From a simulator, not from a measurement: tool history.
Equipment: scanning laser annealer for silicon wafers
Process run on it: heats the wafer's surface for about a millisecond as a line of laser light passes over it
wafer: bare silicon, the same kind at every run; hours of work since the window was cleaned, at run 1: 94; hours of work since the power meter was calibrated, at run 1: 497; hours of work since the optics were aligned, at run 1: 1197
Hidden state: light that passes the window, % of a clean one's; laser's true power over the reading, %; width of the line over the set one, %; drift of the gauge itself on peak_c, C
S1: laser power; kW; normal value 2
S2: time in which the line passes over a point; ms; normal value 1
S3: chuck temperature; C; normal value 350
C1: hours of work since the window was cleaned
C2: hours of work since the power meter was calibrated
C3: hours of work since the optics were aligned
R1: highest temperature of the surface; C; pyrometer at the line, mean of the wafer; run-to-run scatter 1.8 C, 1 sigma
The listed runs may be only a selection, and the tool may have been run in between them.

{"run": 1, "hour": 0.0, "S1": 2, "S2": 1, "S3": 350, "C1": 94, "C2": 497, "C3": 1197, "R1": 1094}
{"run": 2, "hour": 40.1, "S1": 1.898, "S2": 1, "S3": 350, "C1": 110, "C2": 514, "C3": 1213, "R1": 1056}
{"run": 3, "hour": 77.4, "S1": 1.898, "S2": 1, "S3": 350, "C1": 125, "C2": 529, "C3": 1228, "R1": 1055}
{"hour": 99.6, "done": "optics aligned, line set to its width"}
{"run": 4, "hour": 117.1, "S1": 1.898, "S2": 1, "S3": 350, "C1": 139, "C2": 543, "C3": 7, "R1": 1054}
{"run": 5, "hour": 147.2, "S1": 1.898, "S2": 1.19, "S3": 350, "C1": 151, "C2": 555, "C3": 19, "R1": 1131}
{"run": 6, "hour": 164.5, "S1": 1.898, "S2": 1.19, "S3": 350, "C1": 159, "C2": 562, "C3": 26, "R1": 1128}
{"run": 7, "hour": 200.0, "S1": 1.898, "S2": 1.19, "S3": 350, "C1": 173, "C2": 577, "C3": 41, "R1": 1129}
{"run": 8, "hour": 232.2, "S1": 1.898, "S2": 1.19, "S3": 350, "C1": 186, "C2": 590, "C3": 54, "R1": 1129}
{"run": 9, "hour": 261.8, "S1": 2.027, "S2": 1.04, "S3": 381, "C1": 198, "C2": 602, "C3": 66, "R1": 1158}
{"run": 10, "hour": 292.5, "S1": 1.937, "S2": 1.04, "S3": 374, "C1": 211, "C2": 614, "C3": 79, "R1": 1112}
{"run": 11, "hour": 325.3, "S1": 1.937, "S2": 1.04, "S3": 374, "C1": 224, "C2": 628, "C3": 92, "R1": 1110}
{"run": 12, "hour": 361.8, "S1": 2.025, "S2": 0.83, "S3": 371, "C1": 239, "C2": 643, "C3": 107, "R1": 1051}
{"run": 13, "hour": 397.2, "S1": 2.025, "S2": 0.83, "S3": 371, "C1": 253, "C2": 657, "C3": 121, "R1": 1050}
{"run": 14, "hour": 424.8, "S1": 2, "S2": 0.71, "S3": 390, "C1": 265, "C2": 668, "C3": 132, "R1": 1000}
{"run": 15, "hour": 442.0, "S1": 2, "S2": 0.74, "S3": 383, "C1": 272, "C2": 675, "C3": 140, "R1": 1011}
{"run": 16, "hour": 465.7, "S1": 2, "S2": 0.74, "S3": 383, "C1": 281, "C2": 685, "C3": 149, "R1": 1012}

What if the next run were any one of these 3? Each begins from the tool's condition after run 16:
{"run": "A", "hour": 507.6, "S1": 1.858, "S2": 0.89, "S3": 335, "C1": 298, "C2": 702, "C3": 166, "R1": "?"}
{"run": "B", "hour": 507.6, "S1": 2, "S2": 0.76, "S3": 383, "C1": 298, "C2": 702, "C3": 166, "R1": "?"}
{"run": "C", "hour": 507.6, "S1": 1.828, "S2": 0.81, "S3": 375, "C1": 298, "C2": 702, "C3": 166, "R1": "?"}

run=A R1=976
run=B R1=1017
run=C R1=974
Without the tool's unlogged condition, the same runs would have read:
run=A R1=976
run=B R1=1018
run=C R1=974

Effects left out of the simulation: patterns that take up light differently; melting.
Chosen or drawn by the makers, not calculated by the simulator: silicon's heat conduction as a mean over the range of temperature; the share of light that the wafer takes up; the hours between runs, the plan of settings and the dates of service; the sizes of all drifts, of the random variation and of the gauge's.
